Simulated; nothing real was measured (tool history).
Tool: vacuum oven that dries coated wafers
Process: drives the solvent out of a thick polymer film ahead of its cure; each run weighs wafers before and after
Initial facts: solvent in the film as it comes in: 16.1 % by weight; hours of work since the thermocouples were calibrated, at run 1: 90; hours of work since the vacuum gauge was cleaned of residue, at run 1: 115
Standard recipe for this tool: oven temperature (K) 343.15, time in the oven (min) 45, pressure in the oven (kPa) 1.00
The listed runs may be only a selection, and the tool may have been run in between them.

run,day,oven temperature (K),time in the oven (min),pressure in the oven (kPa),hours of work since the thermocouples were calibrated,hours of work since the vacuum gauge was cleaned of residue,solvent left in the film (%)
1,0.000,343.15,45,1.00,90,115,1.78
2,0.271,343.15,45,1.00,94,120,1.74
3,0.554,343.15,45,1.00,100,125,1.84
4,0.888,343.15,55,1.00,106,131,1.25
5,1.283,343.15,55,1.00,113,138,1.29
6,1.754,343.15,55,1.00,121,147,1.24
7,2.238,343.15,60,1.00,130,156,1.04
8,2.683,344.15,60,1.00,138,164,0.99
9,3.042,344.15,60,1.00,145,170,0.95
10,3.396,343.15,45,1.00,151,177,1.76
11,3.921,343.15,45,1.00,161,186,1.84
12,4.283,343.15,45,0.74,167,193,1.63
13,4.788,343.15,45,2.47,176,202,2.43
14,5.121,355.15,45,0.81,182,208,0.50
15,5.596,355.15,45,0.81,191,217,0.42
16,6.104,355.15,45,0.81,200,226,0.39
17,6.442,355.15,45,0.50,207,232,0.27
18,6.712,343.15,23,3.87,211,237,5.54
19,7.008,352.15,23,3.07,217,242,2.89
20,7.438,357.15,39,0.76,225,250,0.43
21,7.725,357.15,39,0.76,230,255,0.44
22,7.996,348.15,45,0.54,235,260,0.97
23,8.242,340.15,45,0.84,239,265,2.18
24,8.712,340.15,45,0.84,248,273,2.31
25,9.212,340.15,45,0.84,257,282,2.38
26,9.767,332.15,55,0.53,267,292,3.33

What if the next run were any one of these 5? Each begins from the tool's condition after run 26:
A,10.083,342.15,52,1.00,273,298,?
B,10.083,332.15,55,3.70,273,298,?
C,10.083,348.15,55,0.53,273,298,?
D,10.083,348.15,69,0.53,273,298,?
E,10.083,355.15,25,0.74,273,298,?

run,solvent left in the film (%)
A,1.60
B,5.13
C,0.65
D,0.33
E,1.46
What these runs would have given with no unlogged condition in the tool:
run,solvent left in the film (%)
A,1.62
B,5.19
C,0.65
D,0.33
E,1.49
